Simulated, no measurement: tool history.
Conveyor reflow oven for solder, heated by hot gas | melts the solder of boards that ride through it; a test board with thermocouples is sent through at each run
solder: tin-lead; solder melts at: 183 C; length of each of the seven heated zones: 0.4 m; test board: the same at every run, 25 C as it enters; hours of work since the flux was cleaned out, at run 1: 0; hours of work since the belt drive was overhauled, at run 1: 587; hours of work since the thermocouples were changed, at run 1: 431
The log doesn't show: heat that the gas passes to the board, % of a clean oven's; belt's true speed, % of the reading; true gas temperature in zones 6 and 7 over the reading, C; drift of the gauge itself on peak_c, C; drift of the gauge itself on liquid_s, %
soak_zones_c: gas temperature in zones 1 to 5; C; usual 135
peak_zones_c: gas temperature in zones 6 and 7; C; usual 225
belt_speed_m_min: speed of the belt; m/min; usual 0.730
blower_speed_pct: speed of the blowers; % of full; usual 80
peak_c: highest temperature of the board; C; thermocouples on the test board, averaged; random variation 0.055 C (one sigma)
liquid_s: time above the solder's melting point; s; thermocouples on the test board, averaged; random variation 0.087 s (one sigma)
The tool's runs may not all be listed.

| run | hour | soak_zones_c | peak_zones_c | belt_speed_m_min | blower_speed_pct | hours of work since the flux was cleaned out | hours of work since the belt drive was overhauled | hours of work since the thermocouples were changed | peak_c | liquid_s |
|---|---|---|---|---|---|---|---|---|---|---|
| 1 | 0.0 | 135 | 225 | 0.730 | 80 | 0 | 587 | 431 | 209.93 | 43.86 |
| 2 | 39.5 | 135 | 225 | 0.730 | 80 | 30 | 617 | 461 | 209.92 | 43.89 |
| 3 | 97.7 | 135 | 225 | 0.730 | 80 | 74 | 661 | 505 | 210.05 | 43.64 |
| 4 | 167.8 | 135 | 225 | 0.730 | 80 | 127 | 715 | 558 | 209.76 | 43.56 |
| 5 | 226.0 | 135 | 225 | 0.730 | 80 | 172 | 759 | 603 | 209.68 | 43.64 |
|  | 292.7 | flux residue cleaned out of gas plates and filters |
| 6 | 292.7 | 135 | 225 | 0.730 | 80 | 0 | 806 | 649 | 210.42 | 44.40 |
| 7 | 344.4 | 135 | 225 | 0.730 | 80 | 39 | 845 | 689 | 210.30 | 44.35 |
|  | 353.0 | belt drive overhauled, speed set with a stopwatch |
| 8 | 400.8 | 143 | 225 | 0.730 | 80 | 79 | 36 | 729 | 211.87 | 48.72 |
| 9 | 434.3 | 143 | 225 | 0.730 | 80 | 104 | 62 | 754 | 211.77 | 48.84 |
| 10 | 489.3 | 135 | 238 | 0.730 | 80 | 146 | 103 | 796 | 221.59 | 52.58 |
| 11 | 523.5 | 135 | 240 | 0.730 | 80 | 172 | 129 | 822 | 223.23 | 53.47 |
|  | 588.0 | flux residue cleaned out of gas plates and filters |
| 12 | 602.1 | 143 | 222 | 0.747 | 65 | 11 | 185 | 878 | 206.86 | 42.93 |
| 13 | 676.8 | 149 | 217 | 0.747 | 65 | 67 | 242 | 934 | 203.87 | 42.47 |
| 14 | 709.8 | 132 | 213 | 0.747 | 65 | 92 | 267 | 959 | 197.11 | 28.67 |
|  | 718.4 | thermocouples of zones 6 and 7 changed |
|  | 788.2 | belt drive overhauled, speed set with a stopwatch, once more |
| 15 | 790.8 | 141 | 213 | 0.590 | 69 | 149 | 2 | 52 | 203.47 | 50.76 |
| 16 | 830.4 | 120 | 217 | 0.675 | 85 | 179 | 32 | 82 | 202.87 | 36.42 |
|  | 887.1 | flux residue cleaned out of gas plates and filters |
| 17 | 887.1 | 120 | 217 | 0.675 | 85 | 0 | 71 | 121 | 203.23 | 37.21 |
| 18 | 960.9 | 120 | 217 | 0.675 | 85 | 56 | 127 | 177 | 203.16 | 36.95 |

Forecast each of these 4 alternatives for the next run:
| A | 997.6 | 133 | 216 | 0.675 | 89 | 84 | 155 | 205 | ? | ? |
| B | 997.6 | 146 | 238 | 0.634 | 80 | 84 | 155 | 205 | ? | ? |
| C | 997.6 | 140 | 237 | 0.730 | 80 | 84 | 155 | 205 | ? | ? |
| D | 997.6 | 135 | 225 | 0.637 | 80 | 84 | 155 | 205 | ? | ? |

| run | peak_c | liquid_s |
|---|---|---|
| A | 204.61 | 42.51 |
| B | 226.19 | 66.05 |
| C | 220.42 | 51.92 |
| D | 213.14 | 53.61 |
Without the tool's hidden state the same runs would have given:
| run | peak_c | liquid_s |
|---|---|---|
| A | 204.67 | 42.59 |
| B | 226.23 | 65.83 |
| C | 220.57 | 51.86 |
| D | 213.18 | 53.56 |

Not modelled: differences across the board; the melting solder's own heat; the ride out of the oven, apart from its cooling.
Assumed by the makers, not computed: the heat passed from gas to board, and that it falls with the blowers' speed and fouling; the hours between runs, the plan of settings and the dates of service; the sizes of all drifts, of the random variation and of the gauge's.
